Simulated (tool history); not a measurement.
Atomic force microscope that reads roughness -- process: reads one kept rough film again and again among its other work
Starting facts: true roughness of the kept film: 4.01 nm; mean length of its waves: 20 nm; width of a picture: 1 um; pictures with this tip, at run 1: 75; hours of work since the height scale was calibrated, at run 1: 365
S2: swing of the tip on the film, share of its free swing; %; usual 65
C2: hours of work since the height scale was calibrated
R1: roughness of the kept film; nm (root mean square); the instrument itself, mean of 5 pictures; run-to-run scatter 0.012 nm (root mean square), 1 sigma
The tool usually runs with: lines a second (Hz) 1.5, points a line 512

run 1 day=0 | lines_a_second_(Hz)=1.5 S2=65 points_a_line=512 | pictures_with_this_tip=75 C2=365 | R1=1.998
-- day=0.908 new tip fitted
run 2 day=1.921 | lines_a_second_(Hz)=1.5 S2=65 points_a_line=512 | pictures_with_this_tip=63 C2=402 | R1=2.117
-- day=3.088 new tip fitted
run 3 day=4.638 | lines_a_second_(Hz)=1.5 S2=65 points_a_line=512 | pictures_with_this_tip=97 C2=453 | R1=1.843
-- day=5.346 new tip fitted
-- day=7.567 new tip fitted
run 4 day=8.154 | lines_a_second_(Hz)=1.5 S2=65 points_a_line=512 | pictures_with_this_tip=37 C2=520 | R1=2.385
-- day=9.85 new tip fitted
run 5 day=10.683 | lines_a_second_(Hz)=1.5 S2=65 points_a_line=568 | pictures_with_this_tip=52 C2=568 | R1=2.055
-- day=11.958 new tip fitted
run 6 day=12.75 | lines_a_second_(Hz)=1.5 S2=65 points_a_line=568 | pictures_with_this_tip=50 C2=608 | R1=2.206
-- day=14.067 new tip fitted
run 7 day=15.258 | lines_a_second_(Hz)=1.5 S2=65 points_a_line=568 | pictures_with_this_tip=75 C2=655 | R1=1.993
-- day=16.217 new tip fitted
run 8 day=17.679 | lines_a_second_(Hz)=1.5 S2=65 points_a_line=568 | pictures_with_this_tip=92 C2=701 | R1=1.826
-- day=18.483 new tip fitted
run 9 day=19.442 | lines_a_second_(Hz)=1.5 S2=65 points_a_line=568 | pictures_with_this_tip=60 C2=735 | R1=2.122
-- day=20.604 new tip fitted
run 10 day=21.675 | lines_a_second_(Hz)=1.5 S2=65 points_a_line=568 | pictures_with_this_tip=67 C2=777 | R1=2.06
-- day=22.85 new tip fitted
run 11 day=24.121 | lines_a_second_(Hz)=1.5 S2=65 points_a_line=568 | pictures_with_this_tip=80 C2=824 | R1=1.9
-- day=25.008 new tip fitted
run 12 day=26.371 | lines_a_second_(Hz)=1.5 S2=65 points_a_line=568 | pictures_with_this_tip=86 C2=867 | R1=1.902
-- day=27.092 new tip fitted
run 13 day=28.796 | lines_a_second_(Hz)=1.5 S2=65 points_a_line=568 | pictures_with_this_tip=107 C2=913 | R1=1.762
-- day=29.288 new tip fitted
-- day=31.375 new tip fitted
run 14 day=31.375 | lines_a_second_(Hz)=1.5 S2=65 points_a_line=568 | pictures_with_this_tip=0 C2=962 | R1=2.907
-- day=33.521 new tip fitted
run 15 day=34.742 | lines_a_second_(Hz)=1.5 S2=65 points_a_line=568 | pictures_with_this_tip=77 C2=1026 | R1=1.97
-- day=35.75 new tip fitted
run 16 day=36.962 | lines_a_second_(Hz)=1.5 S2=65 points_a_line=512 | pictures_with_this_tip=77 C2=1068 | R1=1.952
-- day=37.929 new tip fitted
-- day=40.142 new tip fitted
run 17 day=40.442 | lines_a_second_(Hz)=1.5 S2=65 points_a_line=512 | pictures_with_this_tip=19 C2=1134 | R1=2.624
-- day=42.267 new tip fitted
run 18 day=43.121 | lines_a_second_(Hz)=1.5 S2=65 points_a_line=512 | pictures_with_this_tip=54 C2=1185 | R1=2.197
-- day=44.333 new tip fitted
run 19 day=45.708 | lines_a_second_(Hz)=1.36 S2=65 points_a_line=512 | pictures_with_this_tip=86 C2=1234 | R1=1.876
-- day=46.642 new tip fitted
run 20 day=47.529 | lines_a_second_(Hz)=1.5 S2=65 points_a_line=512 | pictures_with_this_tip=56 C2=1269 | R1=2.135
-- day=48.896 new tip fitted
run 21 day=49.075 | lines_a_second_(Hz)=1.5 S2=65 points_a_line=512 | pictures_with_this_tip=11 C2=1298 | R1=2.755
-- day=51.071 new tip fitted
run 22 day=52.112 | lines_a_second_(Hz)=1.5 S2=65 points_a_line=512 | pictures_with_this_tip=66 C2=1356 | R1=2.024
-- day=53.179 new tip fitted
-- day=55.275 new tip fitted
run 23 day=55.275 | lines_a_second_(Hz)=1.5 S2=65 points_a_line=307 | pictures_with_this_tip=0 C2=1416 | R1=2.829
-- day=57.35 new tip fitted
run 24 day=58.771 | lines_a_second_(Hz)=0.99 S2=65 points_a_line=512 | pictures_with_this_tip=90 C2=1483 | R1=1.956
-- day=59.467 new tip fitted
run 25 day=61.15 | lines_a_second_(Hz)=1.83 S2=69 points_a_line=361 | pictures_with_this_tip=106 C2=1528 | R1=1.669
-- day=61.562 new tip fitted
run 26 day=62.733 | lines_a_second_(Hz)=1.83 S2=69 points_a_line=361 | pictures_with_this_tip=74 C2=1558 | R1=1.87
-- day=63.671 new tip fitted
run 27 day=64.75 | lines_a_second_(Hz)=1.9 S2=57 points_a_line=600 | pictures_with_this_tip=68 C2=1596 | R1=2.101
-- day=65.871 new tip fitted
run 28 day=66.433 | lines_a_second_(Hz)=0.89 S2=89 points_a_line=380 | pictures_with_this_tip=35 C2=1628 | R1=2.211
-- day=68.117 new tip fitted
run 29 day=69.275 | lines_a_second_(Hz)=0.89 S2=89 points_a_line=380 | pictures_with_this_tip=73 C2=1682 | R1=1.916
-- day=70.25 new tip fitted
-- day=72.417 new tip fitted
run 30 day=72.796 | lines_a_second_(Hz)=1.77 S2=63 points_a_line=378 | pictures_with_this_tip=24 C2=1749 | R1=2.454
-- day=74.679 new tip fitted
run 31 day=75.35 | lines_a_second_(Hz)=1.77 S2=63 points_a_line=378 | pictures_with_this_tip=42 C2=1798 | R1=2.277
-- day=77.012 new tip fitted
run 32 day=78.3 | lines_a_second_(Hz)=2.67 S2=65 points_a_line=512 | pictures_with_this_tip=81 C2=1854 | R1=1.91
-- day=79.121 new tip fitted
-- day=81.396 new tip fitted
run 33 day=81.717 | lines_a_second_(Hz)=2.67 S2=65 points_a_line=512 | pictures_with_this_tip=20 C2=1919 | R1=2.402
-- day=82.842 height scale calibrated on a step standard
-- day=83.642 new tip fitted
run 34 day=84.271 | lines_a_second_(Hz)=3.31 S2=70 points_a_line=276 | pictures_with_this_tip=40 C2=27 | R1=2.045
-- day=85.708 new tip fitted
run 35 day=86.925 | lines_a_second_(Hz)=1.16 S2=84 points_a_line=512 | pictures_with_this_tip=77 C2=78 | R1=1.983
-- day=87.946 new tip fitted
-- day=90.108 new tip fitted
run 36 day=90.225 | lines_a_second_(Hz)=1.16 S2=84 points_a_line=512 | pictures_with_this_tip=7 C2=140 | R1=2.605
-- day=92.221 new tip fitted
run 37 day=93.317 | lines_a_second_(Hz)=1.82 S2=87 points_a_line=847 | pictures_with_this_tip=69 C2=199 | R1=1.764
-- day=94.338 new tip fitted
-- day=96.483 new tip fitted
run 38 day=96.742 | lines_a_second_(Hz)=1.89 S2=87 points_a_line=847 | pictures_with_this_tip=16 C2=264 | R1=2.254
-- day=98.658 new tip fitted
run 39 day=98.796 | lines_a_second_(Hz)=0.63 S2=65 points_a_line=512 | pictures_with_this_tip=8 C2=303 | R1=2.879
-- day=100.742 new tip fitted
run 40 day=100.992 | lines_a_second_(Hz)=0.63 S2=76 points_a_line=523 | pictures_with_this_tip=16 C2=345 | R1=2.678
run 41 day=102.458 | lines_a_second_(Hz)=0.87 S2=59 points_a_line=758 | pictures_with_this_tip=109 C2=373 | R1=1.79
-- day=102.804 new tip fitted
run 42 day=104.775 | lines_a_second_(Hz)=1.5 S2=65 points_a_line=530 | pictures_with_this_tip=124 C2=417 | R1=1.68
-- day=105.012 new tip fitted
-- day=107.242 new tip fitted
run 43 day=108.004 | lines_a_second_(Hz)=1.5 S2=66 points_a_line=530 | pictures_with_this_tip=48 C2=478 | R1=2.317
-- day=109.417 new tip fitted
run 44 day=109.592 | lines_a_second_(Hz)=0.79 S2=73 points_a_line=276 | pictures_with_this_tip=11 C2=508 | R1=2.64
-- day=111.571 new tip fitted
run 45 day=112.942 | lines_a_second_(Hz)=0.79 S2=73 points_a_line=276 | pictures_with_this_tip=87 C2=572 | R1=1.938
-- day=113.692 new tip fitted
run 46 day=114.575 | lines_a_second_(Hz)=0.77 S2=79 points_a_line=276 | pictures_with_this_tip=55 C2=603 | R1=2.12
-- day=115.862 new tip fitted
run 47 day=117.579 | lines_a_second_(Hz)=1.82 S2=65 points_a_line=408 | pictures_with_this_tip=108 C2=661 | R1=1.702

Hidden state or all else? Some run-to-run changes of R1, split into what the settings, what came in and random variation would give without the hidden state, and what is left for the hidden state (with any gauge scatter that isn't in both results):
The tool's hidden condition here consists of: radius of the tip, nm; height scale over the true one, %; drift of the gauge itself on roughness_nm, %.
Run 13 -> 14: new tip fitted, new tip fitted. R1 +1.145 nm (root mean square): hidden state +1.141, all else +0.004.
Run 14 -> 15: new tip fitted. R1 -0.937 nm (root mean square): hidden state -0.933, all else -0.004.
Run 23 -> 24: lines a second (Hz) 1.5 -> 0.99, points a line 307 -> 512, new tip fitted. R1 -0.873 nm (root mean square): hidden state -0.975, all else +0.102.
Run 40 -> 41: lines a second (Hz) 0.63 -> 0.87, S2 76 -> 59, points a line 523 -> 758. R1 -0.888 nm (root mean square): hidden state -0.95, all else +0.062.
